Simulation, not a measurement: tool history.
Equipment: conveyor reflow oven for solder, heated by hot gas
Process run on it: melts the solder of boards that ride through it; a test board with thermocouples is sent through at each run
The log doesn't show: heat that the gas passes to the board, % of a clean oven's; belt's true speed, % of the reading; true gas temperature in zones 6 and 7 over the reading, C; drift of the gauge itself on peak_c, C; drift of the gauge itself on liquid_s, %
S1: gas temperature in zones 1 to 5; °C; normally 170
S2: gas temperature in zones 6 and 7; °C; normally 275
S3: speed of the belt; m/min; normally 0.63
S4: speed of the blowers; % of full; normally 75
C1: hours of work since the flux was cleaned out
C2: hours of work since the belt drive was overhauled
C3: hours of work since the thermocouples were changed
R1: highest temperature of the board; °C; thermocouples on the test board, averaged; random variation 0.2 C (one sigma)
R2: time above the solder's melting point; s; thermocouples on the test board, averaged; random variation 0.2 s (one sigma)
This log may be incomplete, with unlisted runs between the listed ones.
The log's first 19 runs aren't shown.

run	day	S1	S2	S3	S4	C1	C2	C3	R1	R2
20	12.154	176	274	0.63	73	439	506	874	254.2	58.1
21	12.875	170	275	0.521	75	446	514	882	260.8	75
22	13.462	170	274	0.675	75	453	521	888	251.2	49.6
23	14.467	170	274	0.675	75	463	531	899	250.7	49.9
24	15.05	160	265	0.61	71	470	538	905	243.9	46.3
25	15.908	160	265	0.61	71	479	547	915	244	46.4
# day 16.358: flux residue cleaned out of gas plates and filters
26	17.188	160	265	0.61	71	9	558	926	243.9	46.4
27	17.983	160	265	0.61	71	17	567	935	244.1	46.8
28	18.688	185	270	0.63	56	25	575	942	247.1	55.3
29	19.258	175	266	0.697	69	31	581	948	242.5	42
30	20.275	185	275	0.63	75	42	592	959	257.9	63.9

Branching from run 30: 4 alternative next runs. What would each branch give?
A	21.254	170	275	0.63	72	53	602	970	?	?
B	21.254	181	272	0.63	84	53	602	970	?	?
C	21.254	170	267	0.572	53	53	602	970	?	?
D	21.254	167	289	0.628	75	53	602	970	?	?

run	R1	R2
A	253.7	55.4
B	256.4	62.3
C	243.5	51.3
D	266.1	62.5
Had the tool no hidden state, the same runs would have come out as:
run	R1	R2
A	253.6	55.3
B	256.3	62.2
C	243.5	51.2
D	266.1	62.4

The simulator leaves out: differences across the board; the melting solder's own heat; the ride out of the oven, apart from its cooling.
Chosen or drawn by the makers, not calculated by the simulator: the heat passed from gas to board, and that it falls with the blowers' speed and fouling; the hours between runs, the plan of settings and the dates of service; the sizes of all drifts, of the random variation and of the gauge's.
